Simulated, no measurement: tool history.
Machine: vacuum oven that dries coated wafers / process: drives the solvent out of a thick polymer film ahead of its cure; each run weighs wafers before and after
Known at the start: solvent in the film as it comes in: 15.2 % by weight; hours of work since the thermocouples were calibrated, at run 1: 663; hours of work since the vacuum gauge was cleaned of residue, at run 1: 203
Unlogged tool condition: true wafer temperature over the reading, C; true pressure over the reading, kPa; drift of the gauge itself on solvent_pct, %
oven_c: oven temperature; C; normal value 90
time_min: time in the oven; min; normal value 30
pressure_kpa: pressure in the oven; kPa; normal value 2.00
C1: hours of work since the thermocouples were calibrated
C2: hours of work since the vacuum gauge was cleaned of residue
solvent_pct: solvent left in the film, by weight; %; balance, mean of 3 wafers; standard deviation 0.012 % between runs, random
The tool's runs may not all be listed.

{"run": 1, "hour": 0.0, "oven_c": 90, "time_min": 30, "pressure_kpa": 2.0, "C1": 663, "C2": 203, "solvent_pct": 1.88}
{"run": 2, "hour": 15.5, "oven_c": 90, "time_min": 30, "pressure_kpa": 2.33, "C1": 670, "C2": 210, "solvent_pct": 1.98}
{"run": 3, "hour": 29.4, "oven_c": 90, "time_min": 30, "pressure_kpa": 2.33, "C1": 676, "C2": 216, "solvent_pct": 1.98}
{"run": 4, "hour": 44.0, "oven_c": 90, "time_min": 30, "pressure_kpa": 2.33, "C1": 682, "C2": 222, "solvent_pct": 1.97}
{"run": 5, "hour": 51.5, "oven_c": 90, "time_min": 30, "pressure_kpa": 2.33, "C1": 685, "C2": 225, "solvent_pct": 1.99}
{"run": 6, "hour": 65.3, "oven_c": 90, "time_min": 30, "pressure_kpa": 2.0, "C1": 691, "C2": 231, "solvent_pct": 1.86}
{"run": 7, "hour": 73.9, "oven_c": 90, "time_min": 30, "pressure_kpa": 1.96, "C1": 695, "C2": 235, "solvent_pct": 1.85}
{"run": 8, "hour": 81.1, "oven_c": 90, "time_min": 30, "pressure_kpa": 1.68, "C1": 698, "C2": 238, "solvent_pct": 1.76}
{"run": 9, "hour": 92.7, "oven_c": 90, "time_min": 30, "pressure_kpa": 1.68, "C1": 703, "C2": 243, "solvent_pct": 1.77}
{"run": 10, "hour": 102.3, "oven_c": 90, "time_min": 30, "pressure_kpa": 1.68, "C1": 707, "C2": 247, "solvent_pct": 1.76}
{"run": 11, "hour": 108.9, "oven_c": 90, "time_min": 30, "pressure_kpa": 1.68, "C1": 710, "C2": 250, "solvent_pct": 1.76}
{"run": 12, "hour": 118.5, "oven_c": 90, "time_min": 30, "pressure_kpa": 1.68, "C1": 714, "C2": 254, "solvent_pct": 1.77}
{"run": 13, "hour": 126.9, "oven_c": 90, "time_min": 30, "pressure_kpa": 1.68, "C1": 718, "C2": 258, "solvent_pct": 1.76}
{"run": 14, "hour": 143.0, "oven_c": 90, "time_min": 30, "pressure_kpa": 1.68, "C1": 725, "C2": 265, "solvent_pct": 1.79}
{"run": 15, "hour": 155.8, "oven_c": 90, "time_min": 30, "pressure_kpa": 1.06, "C1": 730, "C2": 270, "solvent_pct": 1.58}
{"run": 16, "hour": 165.9, "oven_c": 90, "time_min": 30, "pressure_kpa": 2.0, "C1": 735, "C2": 275, "solvent_pct": 1.87}
{"run": 17, "hour": 177.0, "oven_c": 90, "time_min": 30, "pressure_kpa": 2.0, "C1": 739, "C2": 279, "solvent_pct": 1.84}
{"run": 18, "hour": 186.9, "oven_c": 90, "time_min": 30, "pressure_kpa": 2.0, "C1": 744, "C2": 284, "solvent_pct": 1.87}
{"run": 19, "hour": 196.8, "oven_c": 90, "time_min": 30, "pressure_kpa": 2.0, "C1": 748, "C2": 288, "solvent_pct": 1.87}
{"run": 20, "hour": 203.6, "oven_c": 90, "time_min": 30, "pressure_kpa": 2.0, "C1": 751, "C2": 291, "solvent_pct": 1.86}
{"run": 21, "hour": 212.4, "oven_c": 90, "time_min": 30, "pressure_kpa": 2.0, "C1": 755, "C2": 295, "solvent_pct": 1.87}
{"run": 22, "hour": 219.5, "oven_c": 90, "time_min": 30, "pressure_kpa": 2.0, "C1": 758, "C2": 298, "solvent_pct": 1.84}
{"run": 23, "hour": 232.9, "oven_c": 90, "time_min": 29, "pressure_kpa": 2.0, "C1": 763, "C2": 303, "solvent_pct": 1.95}
{"run": 24, "hour": 244.2, "oven_c": 90, "time_min": 30, "pressure_kpa": 2.0, "C1": 768, "C2": 308, "solvent_pct": 1.87}
{"run": 25, "hour": 256.8, "oven_c": 90, "time_min": 15, "pressure_kpa": 1.03, "C1": 774, "C2": 314, "solvent_pct": 4.18}
{"run": 26, "hour": 269.0, "oven_c": 86, "time_min": 25, "pressure_kpa": 2.0, "C1": 779, "C2": 319, "solvent_pct": 3.34}
{"run": 27, "hour": 279.3, "oven_c": 86, "time_min": 25, "pressure_kpa": 2.0, "C1": 783, "C2": 323, "solvent_pct": 3.34}
{"run": 28, "hour": 287.7, "oven_c": 90, "time_min": 33, "pressure_kpa": 7.9, "C1": 787, "C2": 327, "solvent_pct": 3.49}
{"run": 29, "hour": 296.8, "oven_c": 90, "time_min": 33, "pressure_kpa": 7.9, "C1": 791, "C2": 331, "solvent_pct": 3.44}
{"run": 30, "hour": 303.7, "oven_c": 90, "time_min": 33, "pressure_kpa": 7.9, "C1": 794, "C2": 334, "solvent_pct": 3.47}
{"run": 31, "hour": 311.2, "oven_c": 90, "time_min": 33, "pressure_kpa": 1.95, "C1": 797, "C2": 337, "solvent_pct": 1.59}
{"run": 32, "hour": 321.7, "oven_c": 88, "time_min": 32, "pressure_kpa": 1.78, "C1": 802, "C2": 342, "solvent_pct": 1.97}
{"run": 33, "hour": 336.2, "oven_c": 86, "time_min": 40, "pressure_kpa": 2.65, "C1": 808, "C2": 348, "solvent_pct": 2.02}
{"run": 34, "hour": 348.8, "oven_c": 102, "time_min": 19, "pressure_kpa": 7.42, "C1": 813, "C2": 353, "solvent_pct": 2.27}
{"run": 35, "hour": 356.6, "oven_c": 81, "time_min": 19, "pressure_kpa": 3.06, "C1": 817, "C2": 357, "solvent_pct": 6.17}
{"run": 36, "hour": 370.9, "oven_c": 81, "time_min": 19, "pressure_kpa": 3.06, "C1": 823, "C2": 363, "solvent_pct": 6.15}
{"run": 37, "hour": 382.3, "oven_c": 102, "time_min": 28, "pressure_kpa": 4.63, "C1": 828, "C2": 368, "solvent_pct": 1.19}
{"run": 38, "hour": 391.9, "oven_c": 102, "time_min": 28, "pressure_kpa": 4.63, "C1": 832, "C2": 372, "solvent_pct": 1.19}
{"run": 39, "hour": 400.5, "oven_c": 102, "time_min": 28, "pressure_kpa": 1.57, "C1": 836, "C2": 376, "solvent_pct": 0.53}
{"run": 40, "hour": 415.1, "oven_c": 90, "time_min": 30, "pressure_kpa": 5.59, "C1": 842, "C2": 382, "solvent_pct": 2.99}
{"run": 41, "hour": 422.7, "oven_c": 99, "time_min": 37, "pressure_kpa": 2.0, "C1": 845, "C2": 385, "solvent_pct": 0.6}
{"run": 42, "hour": 438.6, "oven_c": 75, "time_min": 18, "pressure_kpa": 4.38, "C1": 852, "C2": 392, "solvent_pct": 8.34}
{"run": 43, "hour": 448.3, "oven_c": 88, "time_min": 40, "pressure_kpa": 1.39, "C1": 856, "C2": 396, "solvent_pct": 1.28}
{"run": 44, "hour": 459.8, "oven_c": 88, "time_min": 40, "pressure_kpa": 1.39, "C1": 861, "C2": 401, "solvent_pct": 1.27}
{"run": 45, "hour": 471.5, "oven_c": 88, "time_min": 40, "pressure_kpa": 1.39, "C1": 866, "C2": 406, "solvent_pct": 1.3}
{"run": 46, "hour": 480.9, "oven_c": 100, "time_min": 46, "pressure_kpa": 7.99, "C1": 870, "C2": 410, "solvent_pct": 1.88}
{"run": 47, "hour": 488.4, "oven_c": 98, "time_min": 24, "pressure_kpa": 1.06, "C1": 874, "C2": 414, "solvent_pct": 0.96}

Predict each of these 3 candidate next runs independently; none follows another, all start after run 47:
{"run": "A", "hour": 504.1, "oven_c": 101, "time_min": 16, "pressure_kpa": 2.62, "C1": 880, "C2": 420, "solvent_pct": "?"}
{"run": "B", "hour": 504.1, "oven_c": 90, "time_min": 49, "pressure_kpa": 2.0, "C1": 880, "C2": 420, "solvent_pct": "?"}
{"run": "C", "hour": 504.1, "oven_c": 77, "time_min": 28, "pressure_kpa": 3.04, "C1": 880, "C2": 420, "solvent_pct": "?"}

run=A solvent_pct=1.86
run=B solvent_pct=0.96
run=C solvent_pct=5.69
With no hidden state in the tool, these same runs would have given:
run=A solvent_pct=1.87
run=B solvent_pct=0.96
run=C solvent_pct=5.70
